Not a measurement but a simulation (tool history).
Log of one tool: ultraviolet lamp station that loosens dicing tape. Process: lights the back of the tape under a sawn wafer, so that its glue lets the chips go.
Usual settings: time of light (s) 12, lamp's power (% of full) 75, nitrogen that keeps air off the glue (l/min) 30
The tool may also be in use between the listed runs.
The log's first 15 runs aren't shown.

| run | hour | time of light (s) | lamp's power (% of full) | nitrogen that keeps air off the glue (l/min) | force that peels the tape off (N) | light that reached the tape (J/m2) |
|---|---|---|---|---|---|---|
| 16 | 114.1 | 10 | 75 | 30 | 1.628 | 4320 |
| 17 | 121.5 | 10 | 75 | 30 | 1.690 | 4360 |
| 18 | 128.6 | 12 | 63 | 30 | 1.622 | 4380 |
| 19 | 133.7 | 9 | 85 | 30 | 1.570 | 4440 |
| 20 | 144.3 | 12 | 91 | 30 | 0.813 | 6270 |
| 21 | 150.2 | 12 | 98 | 26 | 0.795 | 6830 |
| 22 | 161.2 | 20 | 96 | 29 | 0.287 | 11090 |
| 23 | 173.2 | 8 | 79 | 29 | 2.216 | 3610 |
| 24 | 181.7 | 10 | 75 | 48 | 1.319 | 4320 |
| 25 | 190.6 | 10 | 65 | 55 | 1.595 | 3780 |
| 26 | 196.3 | 10 | 65 | 55 | 1.587 | 3720 |
| 27 | 205.3 | 9 | 83 | 31 | 1.640 | 4320 |
| 28 | 210.5 | 9 | 83 | 31 | 1.624 | 4340 |
| 29 | 220.3 | 12 | 82 | 30 | 1.057 | 5600 |
| 30 | 226.6 | 7 | 79 | 30 | 2.386 | 3230 |
| 31 | 236.0 | 12 | 75 | 23 | 1.374 | 5170 |
| 32 | 245.3 | 12 | 75 | 23 | 1.460 | 5200 |
| 33 | 255.3 | 19 | 80 | 13 | 0.770 | 8840 |
| 34 | 262.4 | 19 | 80 | 13 | 0.775 | 8810 |

4 ways to go on from here, each from the tool as it stands after run 34. What would each give?
| A | 267.9 | 8 | 93 | 41 | ? | ? |
| B | 267.9 | 12 | 91 | 30 | ? | ? |
| C | 267.9 | 7 | 89 | 9 | ? | ? |
| D | 267.9 | 11 | 75 | 30 | ? | ? |

| run | force that peels the tape off (N) | light that reached the tape (J/m2) |
|---|---|---|
| A | 1.406 | 4300 |
| B | 0.852 | 6300 |
| C | 3.305 | 3610 |
| D | 1.437 | 4760 |
Without the tool's hidden state the same runs would have given:
| run | force that peels the tape off (N) | light that reached the tape (J/m2) |
|---|---|---|
| A | 1.401 | 4310 |
| B | 0.848 | 6310 |
| C | 3.299 | 3620 |
| D | 1.432 | 4770 |
